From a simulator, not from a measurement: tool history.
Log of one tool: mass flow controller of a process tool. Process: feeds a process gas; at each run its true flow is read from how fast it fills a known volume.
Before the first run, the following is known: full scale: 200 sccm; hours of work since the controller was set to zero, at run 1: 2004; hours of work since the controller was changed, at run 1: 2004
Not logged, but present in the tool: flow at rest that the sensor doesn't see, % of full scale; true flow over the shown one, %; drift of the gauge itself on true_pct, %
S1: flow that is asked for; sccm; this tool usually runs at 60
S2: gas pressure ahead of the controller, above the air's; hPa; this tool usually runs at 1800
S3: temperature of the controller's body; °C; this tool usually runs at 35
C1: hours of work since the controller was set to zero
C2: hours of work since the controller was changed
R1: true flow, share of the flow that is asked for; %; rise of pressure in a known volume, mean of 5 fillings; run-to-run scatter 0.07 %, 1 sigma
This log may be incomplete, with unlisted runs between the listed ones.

Run 1, day 0: usual settings; C1 2004; C2 2004. Result: R1 98.6 %.
Run 2, day 5.579: usual settings; C1 2066; C2 2066. Result: R1 98.58 %.
Run 3, day 12.908: usual settings but S1 162 sccm; C1 2147; C2 2147. Result: R1 99.56 %.
Run 4, day 19.825: usual settings but S2 2250 hPa; C1 2224; C2 2224. Result: R1 98.53 %.
Run 5, day 24.079: usual settings but S1 34 sccm; C1 2272; C2 2272. Result: R1 98.43 %.
Run 6, day 29.138: usual settings but S3 38 °C; C1 2328; C2 2328. Result: R1 98.56 %.
Run 7, day 35.721: usual settings but S3 38 °C; C1 2401; C2 2401. Result: R1 98.64 %.
Run 8, day 39.9: usual settings but S3 38 °C; C1 2448; C2 2448. Result: R1 98.58 %.
Run 9, day 45.829: usual settings but S3 38 °C; C1 2514; C2 2514. Result: R1 98.6 %.
Run 10, day 52.375: usual settings but S1 164 sccm; C1 2587; C2 2587. Result: R1 99.54 %.
Run 11, day 59.833: usual settings but S2 2560 hPa; C1 2670; C2 2670. Result: R1 98.44 %.
Run 12, day 65.483: usual settings but S2 1740 hPa; C1 2733; C2 2733. Result: R1 98.75 %.
Run 13, day 72.079: usual settings but S2 1740 hPa; C1 2806; C2 2806. Result: R1 98.65 %.
Run 14, day 79.358: usual settings but S2 1740 hPa; C1 2887; C2 2887. Result: R1 98.76 %.
Run 15, day 82.925: usual settings but S2 1740 hPa; C1 2927; C2 2927. Result: R1 98.64 %.
Run 16, day 90.212: usual settings but S2 1740 hPa; C1 3008; C2 3008. Result: R1 98.77 %.
Run 17, day 93.938: usual settings but S2 1740 hPa; C1 3050; C2 3050. Result: R1 98.65 %.
Run 18, day 101.379: usual settings; C1 3132; C2 3132. Result: R1 98.68 %.
Run 19, day 108.321: usual settings; C1 3210; C2 3210. Result: R1 98.74 %.
Run 20, day 115.85: usual settings; C1 3294; C2 3294. Result: R1 98.73 %.
Run 21, day 121.533: usual settings; C1 3357; C2 3357. Result: R1 98.65 %.
Run 22, day 125.908: usual settings but S1 37 sccm; C1 3406; C2 3406. Result: R1 98.39 %.
Run 23, day 129.146: usual settings but S1 168 sccm, S2 1980 hPa, S3 24 °C; C1 3442; C2 3442. Result: R1 99.75 %.
Run 24, day 133.742: usual settings but S3 25 °C; C1 3493; C2 3493. Result: R1 98.96 %.
Run 25, day 141.533: usual settings but S1 30 sccm, S2 2280 hPa, S3 34 °C; C1 3579; C2 3579. Result: R1 98.21 %.
Run 26, day 147.412: usual settings but S1 30 sccm, S2 2280 hPa, S3 34 °C; C1 3645; C2 3645. Result: R1 98.31 %.
Run 27, day 151.383: usual settings but S1 100 sccm, S2 1720 hPa, S3 30 °C; C1 3689; C2 3689. Result: R1 99.13 %.
Run 28, day 157.292: usual settings but S2 2250 hPa, S3 36 °C; C1 3755; C2 3755. Result: R1 98.42 %.
Run 29, day 161.817: usual settings but S2 2540 hPa, S3 27 °C; C1 3805; C2 3805. Result: R1 98.48 %.
Run 30, day 166.442: usual settings but S1 22 sccm, S2 1860 hPa, S3 27 °C; C1 3857; C2 3857. Result: R1 98.47 %.
Run 31, day 172.654: usual settings but S1 22 sccm, S2 1860 hPa, S3 27 °C; C1 3926; C2 3926. Result: R1 98.39 %.
Run 32, day 178.788: usual settings but S2 1470 hPa, S3 26 °C; C1 3994; C2 3994. Result: R1 98.98 %.
Run 33, day 184.046: usual settings but S1 68 sccm, S2 1450 hPa; C1 4053; C2 4053. Result: R1 98.87 %.
Run 34, day 190.95: usual settings but S1 68 sccm, S2 1450 hPa; C1 4130; C2 4130. Result: R1 98.88 %.
Run 35, day 198.771: usual settings but S1 155 sccm, S3 21 °C; C1 4217; C2 4217. Result: R1 99.83 %.
Run 36, day 202.062: usual settings but S1 45 sccm, S2 2020 hPa, S3 27 °C; C1 4253; C2 4253. Result: R1 98.67 %.
Run 37, day 208.558: usual settings but S1 45 sccm, S2 2020 hPa, S3 27 °C; C1 4326; C2 4326. Result: R1 98.64 %.
Run 38, day 215.921: usual settings but S1 112 sccm, S2 1620 hPa, S3 27 °C; C1 4408; C2 4408. Result: R1 99.36 %.
Run 39, day 222.4: usual settings but S1 112 sccm, S2 1620 hPa, S3 27 °C; C1 4480; C2 4480. Result: R1 99.43 %.

5 options for the next run, each taken on its own from the tool as it stands now. Forecast them:
Run A, day 229.5: usual settings but S1 56 sccm, S2 2020 hPa, S3 32 °C; C1 4559; C2 4559. Result: R1 ?.
Run B, day 229.5: usual settings but S1 112 sccm, S2 2680 hPa, S3 27 °C; C1 4559; C2 4559. Result: R1 ?.
Run C, day 229.5: usual settings but S2 2570 hPa; C1 4559; C2 4559. Result: R1 ?.
Run D, day 229.5: usual settings but S1 112 sccm, S2 1720 hPa, S3 27 °C; C1 4559; C2 4559. Result: R1 ?.
Run E, day 229.5: usual settings but S1 23 sccm, S2 1730 hPa, S3 21 °C; C1 4559; C2 4559. Result: R1 ?.

run     R1
  A   98.7
  B  98.87
  C  98.37
  D  99.44
  E  98.66
With the hidden condition removed and each run's random variation left untouched, the same runs would have given:
run     R1
  A  98.71
  B  98.87
  C  98.38
  D  99.44
  E   98.7

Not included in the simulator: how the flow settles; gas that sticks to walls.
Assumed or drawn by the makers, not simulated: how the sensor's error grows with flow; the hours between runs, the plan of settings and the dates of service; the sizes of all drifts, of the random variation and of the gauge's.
